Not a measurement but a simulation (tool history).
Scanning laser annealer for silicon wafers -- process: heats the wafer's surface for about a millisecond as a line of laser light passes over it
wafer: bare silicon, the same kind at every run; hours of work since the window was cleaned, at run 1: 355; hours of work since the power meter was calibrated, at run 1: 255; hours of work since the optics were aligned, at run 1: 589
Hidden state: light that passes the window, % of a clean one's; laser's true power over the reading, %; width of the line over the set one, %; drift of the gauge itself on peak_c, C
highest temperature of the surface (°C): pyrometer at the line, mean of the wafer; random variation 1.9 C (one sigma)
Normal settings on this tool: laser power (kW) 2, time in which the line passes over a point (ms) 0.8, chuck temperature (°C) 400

| run | day | laser power (kW) | time in which the line passes over a point (ms) | chuck temperature (°C) | hours of work since the window was cleaned | hours of work since the power meter was calibrated | hours of work since the optics were aligned | highest temperature of the surface (°C) |
|---|---|---|---|---|---|---|---|---|
| 1 | 0 | 2 | 0.8 | 400 | 355 | 255 | 589 | 1200 |
| 2 | 0.692 | 2 | 0.8 | 400 | 366 | 266 | 600 | 1201 |
| 3 | 1.45 | 2 | 0.8 | 400 | 379 | 278 | 613 | 1199 |
| 4 | 2.817 | 2 | 0.8 | 400 | 401 | 301 | 635 | 1196 |
| 5 | 3.971 | 1.93 | 0.8 | 400 | 421 | 320 | 654 | 1167 |
| 6 | 5.112 | 1.93 | 0.8 | 400 | 439 | 339 | 673 | 1164 |
| 7 | 5.962 | 1.93 | 0.8 | 400 | 453 | 353 | 687 | 1163 |
| 8 | 6.667 | 2 | 0.8 | 400 | 465 | 365 | 699 | 1188 |
| 9 | 7.854 | 2 | 0.8 | 400 | 485 | 385 | 719 | 1189 |
| 10 | 9.058 | 2 | 0.8 | 400 | 505 | 404 | 739 | 1188 |
|  | 10.2 | window over the wafer cleaned |
| 11 | 10.45 | 2 | 0.8 | 400 | 4 | 426 | 760 | 1223 |
| 12 | 11.475 | 2 | 0.8 | 400 | 21 | 443 | 777 | 1223 |
| 13 | 12.875 | 2 | 0.8 | 400 | 44 | 466 | 800 | 1222 |
| 14 | 14.075 | 2 | 0.8 | 400 | 64 | 486 | 820 | 1221 |
| 15 | 14.712 | 2 | 0.8 | 400 | 75 | 497 | 831 | 1219 |
| 16 | 16.167 | 2 | 0.8 | 400 | 99 | 521 | 855 | 1217 |
| 17 | 17.492 | 1.869 | 0.8 | 400 | 121 | 543 | 877 | 1155 |
| 18 | 18.321 | 2 | 0.8 | 389 | 134 | 556 | 891 | 1202 |
| 19 | 19.583 | 2 | 0.8 | 400 | 155 | 577 | 911 | 1209 |
| 20 | 20.975 | 2 | 0.8 | 400 | 178 | 600 | 934 | 1207 |
| 21 | 21.621 | 1.806 | 0.8 | 400 | 189 | 611 | 945 | 1125 |
| 22 | 22.85 | 1.806 | 0.8 | 400 | 209 | 631 | 965 | 1124 |
| 23 | 24.042 | 2.15 | 0.615 | 397 | 229 | 651 | 985 | 1146 |
| 24 | 24.762 | 2.15 | 0.615 | 397 | 241 | 663 | 997 | 1148 |
| 25 | 25.654 | 2.104 | 0.993 | 400 | 256 | 678 | 1012 | 1346 |
| 26 | 26.729 | 2 | 0.8 | 400 | 273 | 695 | 1030 | 1202 |
| 27 | 28.138 | 2 | 0.8 | 400 | 297 | 719 | 1053 | 1195 |
| 28 | 28.771 | 2 | 0.687 | 400 | 307 | 729 | 1063 | 1134 |
| 29 | 29.679 | 2 | 0.577 | 400 | 322 | 744 | 1078 | 1066 |
| 30 | 31.133 | 2 | 0.577 | 400 | 346 | 768 | 1103 | 1067 |
| 31 | 31.912 | 2 | 0.577 | 400 | 359 | 781 | 1115 | 1065 |

The next listed run, before its measurement:
| 32 | 32.967 | 2 | 0.577 | 421 | 377 | 799 | 1133 | ? |

highest temperature of the surface (°C): 1082
Without the tool's hidden state the same run would have given highest temperature of the surface (°C) 1124.

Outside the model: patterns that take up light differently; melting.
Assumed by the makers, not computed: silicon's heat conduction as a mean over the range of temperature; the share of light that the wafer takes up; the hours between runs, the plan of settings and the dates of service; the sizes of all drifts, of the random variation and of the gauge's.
